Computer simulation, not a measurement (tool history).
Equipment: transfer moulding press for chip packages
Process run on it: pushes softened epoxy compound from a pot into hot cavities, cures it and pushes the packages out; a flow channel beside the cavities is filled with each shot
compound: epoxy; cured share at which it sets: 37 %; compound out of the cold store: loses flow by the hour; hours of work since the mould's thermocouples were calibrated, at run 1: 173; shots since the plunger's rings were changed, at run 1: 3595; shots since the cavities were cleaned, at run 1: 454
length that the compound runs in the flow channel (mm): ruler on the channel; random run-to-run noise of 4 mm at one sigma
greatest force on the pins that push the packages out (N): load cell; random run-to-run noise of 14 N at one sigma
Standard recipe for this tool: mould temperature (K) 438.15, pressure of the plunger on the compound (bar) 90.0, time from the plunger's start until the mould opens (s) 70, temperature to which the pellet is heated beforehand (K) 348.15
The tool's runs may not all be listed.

run,hour,mould temperature (K),pressure of the plunger on the compound (bar),time from the plunger's start until the mould opens (s),temperature to which the pellet is heated beforehand (K),hours of work since the mould's thermocouples were calibrated,shots since the plunger's rings were changed,shots since the cavities were cleaned,incoming compound's hours out of the cold store,length that the compound runs in the flow channel (mm),greatest force on the pins that push the packages out (N)
1,0.0,438.15,90.0,70,348.15,173,3595,454,11.8,714,1060
# hour 17.3: cavities cleaned with cleaning compound and waxed
2,30.4,438.15,90.0,70,348.15,193,4125,241,45.6,600,829
3,44.4,438.15,90.0,70,348.15,202,4382,498,10.3,709,1110
# hour 59.6: cavities cleaned with cleaning compound and waxed
4,72.6,438.15,90.0,70,344.15,220,4870,238,22.0,665,930
5,89.3,438.15,68.3,70,348.15,232,5176,544,17.0,590,1041
# hour 93.7: plunger's sealing rings changed
# hour 106.0: cavities cleaned with cleaning compound and waxed
6,114.0,438.15,90.0,70,348.15,246,346,147,44.5,647,741
7,133.7,438.15,90.0,70,348.15,259,706,507,26.2,709,974
8,145.9,438.15,90.0,70,348.15,267,930,731,12.4,756,1106
# hour 148.9: cavities cleaned with cleaning compound and waxed
9,165.5,438.15,90.0,70,348.15,279,1262,304,17.5,737,959
# hour 191.6: cavities cleaned with cleaning compound and waxed
10,195.5,438.15,90.0,70,348.15,299,1783,71,18.4,728,764
11,218.6,440.15,90.0,70,348.15,314,2207,495,14.2,728,939
# hour 234.2: cavities cleaned with cleaning compound and waxed
12,240.8,438.15,90.0,58,348.15,328,2587,121,26.4,685,1325
13,269.3,438.15,90.0,70,348.15,347,3108,642,42.3,617,961
# hour 277.4: cavities cleaned with cleaning compound and waxed
14,293.2,432.15,90.0,70,348.15,363,3518,289,41.0,636,1393
# hour 320.1: cavities cleaned with cleaning compound and waxed
15,320.1,440.15,90.0,70,348.15,380,3983,0,13.4,715,602
16,333.7,431.15,90.0,70,348.15,389,4233,250,15.7,715,1642
17,354.3,433.15,69.6,84,348.15,403,4611,628,40.0,543,919
# hour 363.3: cavities cleaned with cleaning compound and waxed
18,385.0,431.15,95.1,99,345.15,423,5146,397,33.3,658,730
# hour 390.7: plunger's sealing rings changed
# hour 407.7: cavities cleaned with cleaning compound and waxed
19,413.2,431.15,95.1,99,345.15,439,384,100,10.1,819,594
20,438.5,431.15,83.2,109,341.15,456,847,563,45.3,628,650
# hour 450.2: cavities cleaned with cleaning compound and waxed
21,459.6,439.15,90.5,70,348.15,469,1207,172,24.9,716,800
22,480.4,441.15,95.0,54,348.15,484,1588,553,29.5,701,1733
# hour 493.9: cavities cleaned with cleaning compound and waxed
23,506.9,439.15,78.8,54,346.15,500,2046,238,9.8,698,1964
24,527.5,432.15,88.2,90,353.15,514,2424,616,35.9,654,855
# hour 535.8: cavities cleaned with cleaning compound and waxed
25,544.9,438.15,73.8,109,355.15,525,2714,166,44.2,558,484
26,572.4,431.15,73.8,70,354.15,544,3219,671,34.5,597,1717
# hour 579.2: cavities cleaned with cleaning compound and waxed
27,590.5,438.15,86.3,79,340.15,555,3524,209,29.7,639,663

Below are 4 alternative next runs, each starting from the tool's condition after run 27. Predict each:
A,611.8,438.15,86.3,60,340.15,569,3913,598,27.3,?,?
B,611.8,433.15,86.3,79,347.15,569,3913,598,30.2,?,?
C,611.8,436.15,86.3,79,354.15,569,3913,598,13.1,?,?
D,611.8,434.15,90.0,97,348.15,569,3913,598,39.6,?,?

run,length that the compound runs in the flow channel (mm),greatest force on the pins that push the packages out (N)
A,650,1759
B,652,1134
C,707,933
D,639,703
Stripped of hidden state, with their random variation kept, the same runs would have yielded:
run,length that the compound runs in the flow channel (mm),greatest force on the pins that push the packages out (N)
A,698,1048
B,700,663
C,759,551
D,686,433

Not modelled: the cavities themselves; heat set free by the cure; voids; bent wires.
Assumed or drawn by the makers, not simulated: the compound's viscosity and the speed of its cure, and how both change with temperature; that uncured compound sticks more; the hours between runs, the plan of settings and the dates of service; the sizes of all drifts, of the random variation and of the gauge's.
